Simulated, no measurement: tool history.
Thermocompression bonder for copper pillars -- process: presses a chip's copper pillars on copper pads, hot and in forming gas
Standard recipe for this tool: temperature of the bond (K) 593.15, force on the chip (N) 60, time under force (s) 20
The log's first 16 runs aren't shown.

| run | day | temperature of the bond (K) | force on the chip (N) | time under force (s) | force that shears a chip off (N) |
|---|---|---|---|---|---|
| 17 | 23.779 | 593.15 | 60 | 24 | 43.6 |
| 18 | 25.312 | 593.15 | 60 | 20 | 41.3 |
| 19 | 26.479 | 593.15 | 65 | 20 | 44.3 |
| 20 | 27.988 | 593.15 | 65 | 12 | 36.7 |
| 21 | 29.117 | 622.15 | 60 | 10 | 43.7 |
| 22 | 30.883 | 622.15 | 49 | 38 | 55.8 |
| 23 | 32.050 | 611.15 | 49 | 38 | 49.1 |
| 24 | 33.779 | 612.15 | 60 | 20 | 48.4 |
| 25 | 35.633 | 617.15 | 77 | 12 | 55.2 |
| 26 | 36.862 | 615.15 | 77 | 53 | 84.5 |
| 27 | 37.838 | 615.15 | 77 | 53 | 81.9 |
| 28 | 39.154 | 606.15 | 77 | 44 | 73.2 |
| 29 | 41.092 | 614.15 | 71 | 20 | 55.7 |
| 30 | 43.117 | 614.15 | 71 | 20 | 55.3 |
| 31 | 44.000 | 616.15 | 49 | 20 | 38.2 |
| 32 | 45.692 | 595.15 | 49 | 19 | 28.6 |
| 33 | 47.179 | 593.15 | 80 | 24 | 54.4 |
|  | 47.338 | forming gas filter changed |
| 34 | 48.983 | 593.15 | 80 | 24 | 57.8 |
| 35 | 50.029 | 593.15 | 80 | 24 | 58.9 |
| 36 | 51.583 | 593.15 | 80 | 24 | 58.9 |
| 37 | 53.221 | 593.15 | 65 | 28 | 48.4 |
|  | 54.075 | heater calibrated with a thermocouple chip |
| 38 | 55.275 | 583.15 | 48 | 34 | 37.2 |
| 39 | 56.917 | 583.15 | 48 | 34 | 36.8 |
| 40 | 57.996 | 593.15 | 36 | 17 | 21.9 |

Each row is a separate what-if for the run after 40, all from the same tool condition, not one after another. Results?
| A | 59.750 | 593.15 | 60 | 20 | ? |
| B | 59.750 | 593.15 | 50 | 20 | ? |
| C | 59.750 | 579.15 | 71 | 13 | ? |

| run | force that shears a chip off (N) |
|---|---|
| A | 44.5 |
| B | 35.4 |
| C | 37.5 |
With the hidden condition removed and each run's random variation left untouched, the same runs would have given:
| run | force that shears a chip off (N) |
|---|---|
| A | 47.7 |
| B | 38.0 |
| C | 40.2 |
